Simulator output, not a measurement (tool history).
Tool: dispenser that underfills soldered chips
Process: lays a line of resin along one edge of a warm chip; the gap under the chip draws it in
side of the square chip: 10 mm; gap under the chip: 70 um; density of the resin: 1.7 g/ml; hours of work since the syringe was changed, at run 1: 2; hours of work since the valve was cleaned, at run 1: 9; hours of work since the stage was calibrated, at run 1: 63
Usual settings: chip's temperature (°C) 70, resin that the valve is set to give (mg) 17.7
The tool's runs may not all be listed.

| run | hour | chip's temperature (°C) | resin that the valve is set to give (mg) | hours of work since the syringe was changed | hours of work since the valve was cleaned | hours of work since the stage was calibrated | time until the resin shows at the far edge (s) | resin that the valve gave (mg) |
|---|---|---|---|---|---|---|---|---|
| 1 | 0.0 | 70 | 17.7 | 2 | 9 | 63 | 27.7 | 17.40 |
| 2 | 8.4 | 70 | 17.7 | 7 | 14 | 68 | 39.5 | 17.51 |
|  | 11.7 | new syringe of resin |
| 3 | 15.2 | 70 | 17.7 | 2 | 18 | 72 | 27.3 | 17.35 |
| 4 | 21.6 | 70 | 17.7 | 6 | 22 | 76 | 35.5 | 17.39 |
|  | 26.5 | new syringe of resin |
| 5 | 29.7 | 70 | 17.7 | 2 | 27 | 81 | 26.9 | 17.27 |
| 6 | 40.5 | 70 | 17.7 | 9 | 34 | 88 | 41.3 | 17.17 |
|  | 41.5 | new syringe of resin |
| 7 | 50.5 | 70 | 17.7 | 6 | 40 | 94 | 33.9 | 16.97 |
| 8 | 55.0 | 70 | 17.7 | 8 | 43 | 97 | 40.9 | 17.00 |
|  | 56.4 | new syringe of resin |
| 9 | 65.1 | 70 | 17.7 | 5 | 49 | 103 | 33.6 | 16.99 |
| 10 | 70.3 | 64 | 19.1 | 9 | 52 | 106 | 53.4 | 18.24 |
|  | 71.3 | new syringe of resin |
| 11 | 79.3 | 64 | 19.1 | 5 | 58 | 112 | 39.7 | 18.06 |
|  | 86.6 | new syringe of resin |
| 12 | 90.8 | 58 | 15.1 | 3 | 65 | 119 | 44.9 | 14.19 |
| 13 | 98.2 | 58 | 15.1 | 7 | 69 | 123 | 61.3 | 14.24 |
|  | 101.8 | new syringe of resin |
| 14 | 109.1 | 58 | 15.1 | 5 | 76 | 130 | 52.7 | 14.14 |

Measured less the same run without the tool's hidden state. The same run-to-run variation is in both; the gauge's scatter may not be:
The hidden state here: resin's viscosity, % of fresh resin's; dose that the valve gives, % of what is set; true chip temperature over the reading, C; drift of the gauge itself on fill_s, %; drift of the gauge itself on given_mg, %.
| run | time until the resin shows at the far edge (s) | resin that the valve gave (mg) |
|---|---|---|
| 1 | +3.8 | -0.13 |
| 2 | +15.7 | -0.22 |
| 3 | +3.4 | -0.28 |
| 4 | +11.8 | -0.34 |
| 5 | +2.5 | -0.41 |
| 6 | +17.8 | -0.53 |
| 7 | +10.3 | -0.64 |
| 8 | +17.3 | -0.68 |
| 9 | +10.4 | -0.78 |
| 10 | +23.6 | -0.88 |
| 11 | +10.8 | -0.99 |
| 12 | +7.1 | -0.89 |
| 13 | +23.8 | -0.95 |
| 14 | +13.9 | -1.04 |

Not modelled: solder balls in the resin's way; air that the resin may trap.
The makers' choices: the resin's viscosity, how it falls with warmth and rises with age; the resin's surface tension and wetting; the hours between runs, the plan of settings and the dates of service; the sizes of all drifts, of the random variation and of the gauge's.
